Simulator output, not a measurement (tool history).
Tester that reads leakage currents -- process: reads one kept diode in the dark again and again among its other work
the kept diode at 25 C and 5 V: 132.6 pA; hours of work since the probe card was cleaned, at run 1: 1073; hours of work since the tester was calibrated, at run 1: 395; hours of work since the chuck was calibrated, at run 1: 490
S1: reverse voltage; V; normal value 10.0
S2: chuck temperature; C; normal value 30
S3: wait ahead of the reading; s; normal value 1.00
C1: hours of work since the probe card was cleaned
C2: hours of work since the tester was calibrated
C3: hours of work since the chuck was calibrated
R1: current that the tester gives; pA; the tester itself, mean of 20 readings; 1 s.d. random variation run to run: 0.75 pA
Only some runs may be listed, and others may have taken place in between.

run    hour    S1  S2    S3    C1    C2   C3       R1
  1     0.0  10.0  30  1.00  1073   395  490   278.13
  2    37.9  10.0  30  1.00  1102   424  518   278.67
  3    60.0  10.0  30  1.00  1118   440  535   279.32
  4    82.9   7.8  30  1.00  1136   458  553   255.50
       97.7  -- chuck's temperature calibrated
  5   124.2  10.0  43  1.00  1166   488   20   655.08
  6   160.2  10.0  43  1.00  1193   515   48   660.80
  7   186.5  10.0  43  1.00  1213   535   68   661.39
  8   219.5  10.0  43  1.00  1238   560   93   665.33
  9   264.9   3.2  43  1.00  1273   595  127   454.60
 10   284.5  10.0  30  1.00  1288   610  142   260.64
 11   306.1   6.8  30  1.00  1304   626  159   227.74
 12   332.6  10.0  30  1.00  1324   646  179   263.05
 13   368.5   1.4  30  1.00  1352   674  206   134.66
 14   413.0   1.4  30  1.00  1386   707  240   135.48
 15   450.4   1.4  30  1.00  1414   736  268   136.13
 16   492.2  10.0  30  1.00  1446   768  300   269.58
 17   514.8   5.5  30  1.00  1463   785  317   218.77
 18   562.7   5.5  30  1.00  1499   821  354   220.99
 19   609.5   5.5  26  1.00  1535   857  389   164.23
 20   652.4   5.5  26  1.00  1568   890  422   166.01
 21   678.1   5.5  26  1.00  1587   909  442   167.29
 22   713.2   3.2  22  1.63  1614   936  468   100.34
 23   756.3   3.2  22  1.63  1647   969  501   101.29
 24   800.3   3.2  22  1.63  1680  1002  535   102.07
      836.6  -- chuck's temperature calibrated
 25   848.4  12.9  36  1.00  1715  1037    9   433.67
      855.1  -- probe card cleaned and baked
 26   897.7  12.9  36  1.00    32  1073   44   437.15
 27   942.6  18.2  31  0.62    67  1107   78   347.04
      958.3  -- probe card cleaned and baked, once more
 28   981.5  10.5  25  7.79    18  1134  106   175.08
 29  1018.3  10.7  57  1.00    46  1162  134  1744.07
 30  1046.3   1.6  26  1.00    67  1183  155   101.50
 31  1077.3   7.5  22  1.00    91  1207  179   126.67
 32  1114.6   2.0  46  1.00   119  1235  207   478.65
 33  1155.1   2.0  30  1.00   150  1266  238   151.51
 34  1175.7  11.1  49  1.00   165  1282  253  1058.47
 35  1207.1  11.8  42  0.79   189  1306  277   671.74
 36  1243.4  10.0  34  1.35   217  1333  305   357.88
 37  1275.2  10.0  34  1.35   241  1358  329   358.00
 38  1302.6   1.3  37  2.36   262  1378  350   223.53

Hidden state or all else? Some run-to-run changes of R1, split into what the settings, what came in and random variation would give without the hidden state, and what is left for the hidden state (with any gauge scatter that isn't in both results):
Hidden state present: stray current of the dirty probe card, pA a volt; current scale over the true one, %; true chuck temperature over the reading, C; drift of the gauge itself on leakage_pa, %.
Run 28 -> 29: S1 10.5 -> 10.7, S2 25 -> 57, S3 7.79 -> 1.00. R1 +1568.99 pA: hidden state +34.64, all else +1534.35.
Run 29 -> 30: S1 10.7 -> 1.6, S2 57 -> 26. R1 -1642.57 pA: hidden state -35.36, all else -1607.21.
Run 33 -> 34: S1 2.0 -> 11.1, S2 30 -> 49. R1 +906.96 pA: hidden state +38.89, all else +868.07.

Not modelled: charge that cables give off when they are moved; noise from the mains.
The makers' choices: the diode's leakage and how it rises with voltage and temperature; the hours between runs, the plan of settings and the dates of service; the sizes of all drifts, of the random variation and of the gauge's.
